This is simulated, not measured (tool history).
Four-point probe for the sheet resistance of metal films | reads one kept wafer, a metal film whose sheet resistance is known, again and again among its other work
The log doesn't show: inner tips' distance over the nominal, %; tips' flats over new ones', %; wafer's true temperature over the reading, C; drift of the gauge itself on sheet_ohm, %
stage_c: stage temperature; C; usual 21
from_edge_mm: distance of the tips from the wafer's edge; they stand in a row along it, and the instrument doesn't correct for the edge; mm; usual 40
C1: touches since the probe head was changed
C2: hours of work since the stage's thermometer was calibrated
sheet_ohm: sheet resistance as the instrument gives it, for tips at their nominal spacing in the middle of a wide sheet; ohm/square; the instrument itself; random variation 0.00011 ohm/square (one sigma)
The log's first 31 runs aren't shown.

{"run": 32, "day": 104.479, "stage_c": 29, "from_edge_mm": 5, "C1": 81776, "C2": 584, "sheet_ohm": 0.549713}
{"run": 33, "day": 107.308, "stage_c": 33, "from_edge_mm": 5, "C1": 82952, "C2": 628, "sheet_ohm": 0.549311}
{"run": 34, "day": 111.421, "stage_c": 21, "from_edge_mm": 43, "C1": 84662, "C2": 693, "sheet_ohm": 0.545677}
{"run": 35, "day": 115.925, "stage_c": 21, "from_edge_mm": 8, "C1": 86533, "C2": 764, "sheet_ohm": 0.54747}
{"run": 36, "day": 118.042, "stage_c": 29, "from_edge_mm": 19, "C1": 87413, "C2": 797, "sheet_ohm": 0.545279}
{"run": 37, "day": 121.662, "stage_c": 32, "from_edge_mm": 40, "C1": 88917, "C2": 854, "sheet_ohm": 0.544687}
{"run": 38, "day": 124.008, "stage_c": 21, "from_edge_mm": 10, "C1": 89892, "C2": 891, "sheet_ohm": 0.547008}
{"run": 39, "day": 126.75, "stage_c": 30, "from_edge_mm": 5, "C1": 91030, "C2": 934, "sheet_ohm": 0.549708}
{"run": 40, "day": 128.917, "stage_c": 22, "from_edge_mm": 5, "C1": 91931, "C2": 968, "sheet_ohm": 0.550318}
{"run": 41, "day": 132.858, "stage_c": 22, "from_edge_mm": 5, "C1": 93570, "C2": 1030, "sheet_ohm": 0.550538}
{"run": 42, "day": 137.475, "stage_c": 29, "from_edge_mm": 40, "C1": 95488, "C2": 1102, "sheet_ohm": 0.545207}
{"run": 43, "day": 139.471, "stage_c": 30, "from_edge_mm": 4, "C1": 96318, "C2": 1133, "sheet_ohm": 0.552399}
{"run": 44, "day": 144.0, "stage_c": 19, "from_edge_mm": 33, "C1": 98199, "C2": 1204, "sheet_ohm": 0.546138}
{"run": 45, "day": 147.892, "stage_c": 19, "from_edge_mm": 35, "C1": 99816, "C2": 1266, "sheet_ohm": 0.546178}
{"run": 46, "day": 152.004, "stage_c": 26, "from_edge_mm": 7, "C1": 101526, "C2": 1330, "sheet_ohm": 0.547979}

3 ways to go on from here, each from the tool as it stands after run 46. What would each give?
{"run": "A", "day": 154.267, "stage_c": 26, "from_edge_mm": 24, "C1": 102465, "C2": 1366, "sheet_ohm": "?"}
{"run": "B", "day": 154.267, "stage_c": 26, "from_edge_mm": 4, "C1": 102465, "C2": 1366, "sheet_ohm": "?"}
{"run": "C", "day": 154.267, "stage_c": 19, "from_edge_mm": 7, "C1": 102465, "C2": 1366, "sheet_ohm": "?"}

run=A sheet_ohm=0.545773
run=B sheet_ohm=0.552710
run=C sheet_ohm=0.548434
Without the tool's hidden state the same runs would have given:
run=A sheet_ohm=0.547273
run=B sheet_ohm=0.554228
run=C sheet_ohm=0.549955

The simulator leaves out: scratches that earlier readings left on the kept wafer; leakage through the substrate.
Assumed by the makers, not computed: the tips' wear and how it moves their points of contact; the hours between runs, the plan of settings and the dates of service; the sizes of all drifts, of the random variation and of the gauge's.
